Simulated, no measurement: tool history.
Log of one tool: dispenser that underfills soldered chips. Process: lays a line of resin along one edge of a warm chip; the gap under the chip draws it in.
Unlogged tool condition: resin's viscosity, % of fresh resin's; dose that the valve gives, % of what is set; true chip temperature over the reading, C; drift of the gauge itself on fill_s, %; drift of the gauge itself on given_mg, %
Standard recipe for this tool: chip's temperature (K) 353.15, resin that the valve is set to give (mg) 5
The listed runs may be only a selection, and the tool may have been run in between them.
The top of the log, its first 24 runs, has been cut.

run    day  chip's temperature (K)  resin that the valve is set to give (mg)  hours of work since the syringe was changed  hours of work since the valve was cleaned  hours of work since the stage was calibrated  time until the resin shows at the far edge (s)  resin that the valve gave (mg)
 25  4.071                  356.15                                      4.88                                            9                                         18                                           221                                            28.7                           4.819
     4.104  -- new syringe of resin
 26  4.312                  350.15                                      5.39                                            4                                         22                                           225                                            23.7                           5.324
 27  4.475                  355.15                                      5.01                                            6                                         25                                           228                                            23.6                           4.918
 28  4.592                  347.15                                      6.35                                            8                                         27                                           230                                            38.1                           6.254
     4.667  -- new syringe of resin
 29  4.738                  347.15                                      6.35                                            1                                         29                                           232                                            23.2                           6.236
 30  4.912                  368.15                                      6.35                                            4                                         32                                           235                                            12.5                           6.219
 31  5.054                  357.15                                      6.42                                            7                                         35                                           238                                            22.6                           6.262
 32  5.183                  357.15                                      6.42                                            9                                         37                                           240                                            27.1                           6.271
     5.225  -- new syringe of resin
 33  5.375                  344.15                                      5.69                                            3                                         40                                           243                                            27.4                           5.542
 34  5.512                  368.15                                      5.09                                            5                                         42                                           245                                            12.8                           4.968
 35   5.65                  365.15                                         5                                            7                                         45                                           248                                            17.8                           4.849

3 options for the next run, each taken on its own from the tool as it stands now. Forecast them:
     5.783  -- new syringe of resin
     5.858  -- dispensing valve cleaned and set on the balance
  A  5.888                  365.15                                       4.6                                            1                                          0                                           251                                               ?                               ?
     5.783  -- new syringe of resin
     5.858  -- dispensing valve cleaned and set on the balance
  B  5.888                  353.15                                       4.7                                            1                                          0                                           251                                               ?                               ?
     5.783  -- new syringe of resin
     5.858  -- dispensing valve cleaned and set on the balance
  C  5.888                  352.15                                      5.73                                            1                                          0                                           251                                               ?                               ?

run  time until the resin shows at the far edge (s)  resin that the valve gave (mg)
  A                                            10.7                            4.58
  B                                            17.4                           4.691
  C                                            17.8                           5.723
Without the tool's hidden state the same runs would have given:
run  time until the resin shows at the far edge (s)  resin that the valve gave (mg)
  A                                             9.6                           4.592
  B                                            15.6                           4.703
  C                                            15.9                           5.738
